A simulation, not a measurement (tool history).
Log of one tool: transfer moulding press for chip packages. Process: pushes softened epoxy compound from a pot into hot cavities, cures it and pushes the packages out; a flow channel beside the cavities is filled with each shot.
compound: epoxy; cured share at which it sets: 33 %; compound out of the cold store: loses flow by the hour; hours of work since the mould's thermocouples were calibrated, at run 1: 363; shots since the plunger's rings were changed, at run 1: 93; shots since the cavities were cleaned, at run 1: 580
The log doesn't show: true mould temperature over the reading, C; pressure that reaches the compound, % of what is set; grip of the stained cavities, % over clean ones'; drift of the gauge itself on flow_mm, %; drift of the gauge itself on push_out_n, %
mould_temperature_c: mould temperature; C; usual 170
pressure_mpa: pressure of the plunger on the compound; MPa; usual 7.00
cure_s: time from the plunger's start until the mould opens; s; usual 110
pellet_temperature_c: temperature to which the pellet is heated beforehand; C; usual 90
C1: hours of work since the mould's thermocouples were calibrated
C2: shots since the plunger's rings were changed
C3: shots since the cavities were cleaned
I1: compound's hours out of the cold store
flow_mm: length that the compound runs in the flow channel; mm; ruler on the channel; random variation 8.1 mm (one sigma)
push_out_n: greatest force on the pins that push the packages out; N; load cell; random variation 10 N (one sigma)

run 1 hour=0.0 | mould_temperature_c=170 pressure_mpa=7.00 cure_s=110 pellet_temperature_c=90 | C1=363 C2=93 C3=580 | I1=9.3 | flow_mm=970 push_out_n=695
-- hour=11.5 cavities cleaned with cleaning compound and waxed
-- hour=72.3 cavities cleaned with cleaning compound and waxed
run 2 hour=78.7 | mould_temperature_c=170 pressure_mpa=7.00 cure_s=110 pellet_temperature_c=90 | C1=419 C2=983 C3=76 | I1=14.8 | flow_mm=937 push_out_n=535
-- hour=134.6 cavities cleaned with cleaning compound and waxed
run 3 hour=165.3 | mould_temperature_c=170 pressure_mpa=7.00 cure_s=110 pellet_temperature_c=90 | C1=482 C2=1983 C3=361 | I1=28.7 | flow_mm=846 push_out_n=644
-- hour=193.3 cavities cleaned with cleaning compound and waxed
run 4 hour=213.1 | mould_temperature_c=170 pressure_mpa=7.00 cure_s=110 pellet_temperature_c=90 | C1=516 C2=2527 C3=232 | I1=22.0 | flow_mm=875 push_out_n=587
-- hour=241.6 mould's thermocouples calibrated
-- hour=252.4 cavities cleaned with cleaning compound and waxed
run 5 hour=290.0 | mould_temperature_c=170 pressure_mpa=7.00 cure_s=110 pellet_temperature_c=90 | C1=35 C2=3389 C3=441 | I1=29.2 | flow_mm=823 push_out_n=633
-- hour=310.2 cavities cleaned with cleaning compound and waxed
run 6 hour=354.2 | mould_temperature_c=170 pressure_mpa=7.00 cure_s=110 pellet_temperature_c=90 | C1=81 C2=4126 C3=517 | I1=19.9 | flow_mm=861 push_out_n=677
-- hour=370.9 cavities cleaned with cleaning compound and waxed
-- hour=393.6 mould's thermocouples calibrated, once more
-- hour=433.5 cavities cleaned with cleaning compound and waxed
run 7 hour=440.0 | mould_temperature_c=170 pressure_mpa=7.00 cure_s=110 pellet_temperature_c=90 | C1=33 C2=5076 C3=77 | I1=10.0 | flow_mm=895 push_out_n=525
-- hour=492.9 cavities cleaned with cleaning compound and waxed
run 8 hour=495.7 | mould_temperature_c=170 pressure_mpa=7.00 cure_s=110 pellet_temperature_c=90 | C1=73 C2=5712 C3=32 | I1=27.4 | flow_mm=812 push_out_n=496
-- hour=552.6 cavities cleaned with cleaning compound and waxed
run 9 hour=564.2 | mould_temperature_c=167 pressure_mpa=7.00 cure_s=110 pellet_temperature_c=90 | C1=123 C2=6499 C3=135 | I1=25.7 | flow_mm=813 push_out_n=595
-- hour=576.3 plunger's sealing rings changed
run 10 hour=609.0 | mould_temperature_c=167 pressure_mpa=7.00 cure_s=110 pellet_temperature_c=90 | C1=154 C2=384 C3=633 | I1=34.5 | flow_mm=864 push_out_n=721
-- hour=619.3 cavities cleaned with cleaning compound and waxed
-- hour=678.6 cavities cleaned with cleaning compound and waxed
run 11 hour=678.6 | mould_temperature_c=173 pressure_mpa=7.00 cure_s=92 pellet_temperature_c=96 | C1=203 C2=1167 C3=0 | I1=19.4 | flow_mm=910 push_out_n=543
-- hour=736.4 cavities cleaned with cleaning compound and waxed
run 12 hour=747.6 | mould_temperature_c=173 pressure_mpa=7.00 cure_s=108 pellet_temperature_c=90 | C1=253 C2=1960 C3=132 | I1=42.1 | flow_mm=795 push_out_n=516
-- hour=800.0 cavities cleaned with cleaning compound and waxed
run 13 hour=800.3 | mould_temperature_c=170 pressure_mpa=7.00 cure_s=145 pellet_temperature_c=82 | C1=291 C2=2561 C3=3 | I1=37.7 | flow_mm=795 push_out_n=468
-- hour=864.4 cavities cleaned with cleaning compound and waxed
run 14 hour=878.6 | mould_temperature_c=170 pressure_mpa=7.00 cure_s=145 pellet_temperature_c=82 | C1=348 C2=3464 C3=167 | I1=42.8 | flow_mm=777 push_out_n=525
-- hour=929.7 cavities cleaned with cleaning compound and waxed
run 15 hour=954.2 | mould_temperature_c=170 pressure_mpa=7.00 cure_s=99 pellet_temperature_c=82 | C1=403 C2=4334 C3=288 | I1=38.5 | flow_mm=789 push_out_n=679
-- hour=992.0 cavities cleaned with cleaning compound and waxed
run 16 hour=1013.6 | mould_temperature_c=169 pressure_mpa=7.95 cure_s=147 pellet_temperature_c=88 | C1=445 C2=5015 C3=255 | I1=32.3 | flow_mm=851 push_out_n=547
-- hour=1049.0 cavities cleaned with cleaning compound and waxed
run 17 hour=1074.5 | mould_temperature_c=169 pressure_mpa=7.95 cure_s=147 pellet_temperature_c=88 | C1=489 C2=5713 C3=300 | I1=16.7 | flow_mm=921 push_out_n=523

Measured less the same run without the tool's hidden state. The same run-to-run variation is in both; the gauge's scatter may not be:
run=1 flow_mm=-1 push_out_n=+204
run=2 flow_mm=-14 push_out_n=+46
run=3 flow_mm=-25 push_out_n=+153
run=4 flow_mm=-32 push_out_n=+107
run=5 flow_mm=-40 push_out_n=+170
run=6 flow_mm=-53 push_out_n=+200
run=7 flow_mm=-76 push_out_n=+39
run=8 flow_mm=-78 push_out_n=+23
run=9 flow_mm=-92 push_out_n=+89
run=10 flow_mm=-4 push_out_n=+210
run=11 flow_mm=-14 push_out_n=+16
run=12 flow_mm=-22 push_out_n=+70
run=13 flow_mm=-28 push_out_n=+20
run=14 flow_mm=-40 push_out_n=+80
run=15 flow_mm=-50 push_out_n=+154
run=16 flow_mm=-63 push_out_n=+99
run=17 flow_mm=-80 push_out_n=+95
